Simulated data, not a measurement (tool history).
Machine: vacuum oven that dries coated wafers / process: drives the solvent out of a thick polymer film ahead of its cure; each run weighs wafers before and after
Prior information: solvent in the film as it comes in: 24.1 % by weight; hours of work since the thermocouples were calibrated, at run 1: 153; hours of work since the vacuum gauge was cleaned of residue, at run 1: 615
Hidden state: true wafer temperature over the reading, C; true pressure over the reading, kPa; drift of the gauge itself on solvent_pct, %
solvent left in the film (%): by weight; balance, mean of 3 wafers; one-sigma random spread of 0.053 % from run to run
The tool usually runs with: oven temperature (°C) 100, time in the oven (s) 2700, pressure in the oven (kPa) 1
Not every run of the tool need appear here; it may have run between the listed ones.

run      day  oven temperature (°C)  time in the oven (s)  pressure in the oven (kPa)  hours of work since the thermocouples were calibrated  hours of work since the vacuum gauge was cleaned of residue  solvent left in the film (%)
  1        0                    100                  2700                           1                                                    153                                                          615                          1.86
  2    2.862                    100                  2700                           1                                                    196                                                          658                          2.01
  3      5.5                     94                  2700                           1                                                    235                                                          697                          3.32
  4    8.275                     94                  2700                           1                                                    276                                                          738                           3.5
  5   10.392                    113                  2700                           1                                                    308                                                          770                          0.94
  6   14.317                    100                  2700                        1.49                                                    366                                                          828                          2.62
  7   18.233                    105                  2700                           1                                                    425                                                          886                           1.5
  8   20.546                    106                  2700                           1                                                    459                                                          921                          1.44
  9   23.388                    100                  2700                           1                                                    501                                                          963                          2.22
 10   25.592                    100                  2700                           1                                                    534                                                          996                          2.24
 11   28.229                    100                  2700                           1                                                    573                                                         1035                          2.34
 12   32.433                    100                  2580                           1                                                    636                                                         1098                          2.44
 13   36.675                     94                  2700                           1                                                    699                                                         1161                          4.08
 14   40.275                    100                  3660                           1                                                    752                                                         1214                          1.99
 15   42.429                    100                  3660                           1                                                    785                                                         1246                          1.95
 16   46.692                    100                  3660                           1                                                    848                                                         1310                             2
 17   48.875                     85                  2700                           1                                                    880                                                         1342                          8.04
      50.112  -- vacuum gauge cleaned of residue and calibrated
 18   51.771                     85                  2700                           1                                                    923                                                           25                          7.23
 19   53.808                     85                  2700                           1                                                    953                                                           55                          7.11
 20   55.704                    100                  2700                           1                                                    981                                                           83                          2.02
 21   58.754                    100                  2700                           1                                                   1026                                                          129                          2.07
      59.771  -- oven's thermocouples calibrated
 22   62.888                    100                  2700                           1                                                     46                                                          189                          1.72
 23   64.808                    100                  4800                           1                                                     75                                                          217                          1.23
 24   67.338                    100                  4800                           1                                                    113                                                          255                          1.19
 25   70.004                     87                  4800                           1                                                    152                                                          295                          2.92
 26   73.292                     89                  2700                        1.92                                                    201                                                          344                          6.05
 27   77.546                     89                  2700                        1.92                                                    264                                                          407                          6.31
 28   81.308                     94                  2160                        1.43                                                    320                                                          463                          4.81
 29   83.529                     91                  3420                        2.27                                                    353                                                          496                          5.19
 30   85.829                     85                  1860                        0.56                                                    388                                                          530                          8.87
 31   88.429                     85                  1860                        0.56                                                    426                                                          569                           8.8
 32   92.617                    100                  2460                           1                                                    489                                                          631                          2.23
 33   97.225                     91                  1800                        1.24                                                    557                                                          700                          7.46
 34  101.417                     91                  1800                        1.24                                                    619                                                          762                          7.47
 35  104.692                     97                  1800                         1.7                                                    668                                                          811                          5.41
 36  106.983                     97                  1800                         1.7                                                    702                                                          845                          5.49
 37    111.3                    100                  2700                         0.6                                                    766                                                          909                          1.97
 38  115.375                     96                  2700                        1.25                                                    827                                                          970                          3.61
 39  118.362                     96                  2700                        1.25                                                    872                                                         1014                          3.67
 40  121.542                    101                  2700                        0.89                                                    919                                                         1061                           2.2
 41  124.562                     89                  2700                        0.59                                                    964                                                         1106                          5.66
 42  128.071                     89                  2700                        0.59                                                   1016                                                         1158                          5.71
     129.862  -- oven's thermocouples calibrated
 43  131.896                     89                  2700                        0.59                                                     30                                                         1214                          4.84
 44  135.212                     90                  1680                           1                                                     80                                                         1263                          7.74
 45  138.242                     90                  4800                        3.34                                                    125                                                         1308                          6.28
     141.692  -- vacuum gauge cleaned of residue and calibrated
 46  142.721                     90                  1560                         2.5                                                    190                                                           15                          9.44
 47  146.938                     90                  1560                         2.5                                                    253                                                           78                          9.46

Pick out some run-to-run changes in solvent left in the film (%). Of each, how much would a tool without hidden state show as well, from the settings, what came in and chance, and how much is left for the hidden state and any gauge scatter not in both results compared?
Run 16 -> 17: oven temperature (°C) 100 -> 85, time in the oven (s) 3660 -> 2700. solvent left in the film (%) +6.04: hidden state +0.93, all else +5.11.
Run 17 -> 18: vacuum gauge cleaned of residue and calibrated. solvent left in the film (%) -0.81: hidden state -0.83, all else +0.02.
Run 31 -> 32: oven temperature (°C) 85 -> 100, time in the oven (s) 1860 -> 2460, pressure in the oven (kPa) 0.56 -> 1. solvent left in the film (%) -6.57: hidden state -0.25, all else -6.32.
Run 32 -> 33: oven temperature (°C) 100 -> 91, time in the oven (s) 2460 -> 1800, pressure in the oven (kPa) 1 -> 1.24. solvent left in the film (%) +5.23: hidden state +0.43, all else +4.8.
Run 42 -> 43: oven's thermocouples calibrated. solvent left in the film (%) -0.87: hidden state -0.87, all else +0.
